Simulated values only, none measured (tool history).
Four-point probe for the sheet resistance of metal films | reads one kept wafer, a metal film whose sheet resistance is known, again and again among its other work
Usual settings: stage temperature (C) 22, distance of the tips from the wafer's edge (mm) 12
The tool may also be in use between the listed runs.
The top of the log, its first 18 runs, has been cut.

run,hour,stage temperature (C),distance of the tips from the wafer's edge (mm),sheet resistance as the instrument gives it (ohm/square)
19,965.2,22,16,0.864687
20,1021.7,22,21,0.864747
21,1078.2,22,21,0.865631
22,1147.7,22,21,0.866127
23,1182.4,34,7,0.868804
24,1244.8,34,7,0.869563
25,1278.9,23,13,0.868099
26,1336.7,23,13,0.868762
27,1389,23,13,0.86895
# hour 1417: stage's thermometer calibrated
28,1453.7,23,13,0.868961
29,1514.7,18,5,0.873729
30,1551.7,25,11,0.870242
31,1587.1,25,11,0.870941
32,1657.4,28,4,0.877853
# hour 1682.7: stage's thermometer calibrated, once more
33,1691.9,28,4,0.880841
34,1743.6,28,4,0.881334
35,1802.1,30,46,0.874428
36,1863.4,30,46,0.87553
37,1928.3,30,46,0.875652
# hour 1974.6: new probe head fitted
38,1974.6,30,46,0.870209
39,2031.7,23,38,0.870596
40,2063.7,19,22,0.871205
41,2110.4,33,13,0.872053
42,2139.3,30,15,0.872027
43,2173.4,28,6,0.874983

Run 44 is up next; what results do you expect?
44,2223.9,25,4,?

Run 44 measured sheet resistance as the instrument gives it (ohm/square) 0.880122.
Were there no unlogged condition in the tool, this run, its random variation unchanged, would have produced sheet resistance as the instrument gives it (ohm/square) 0.87535.
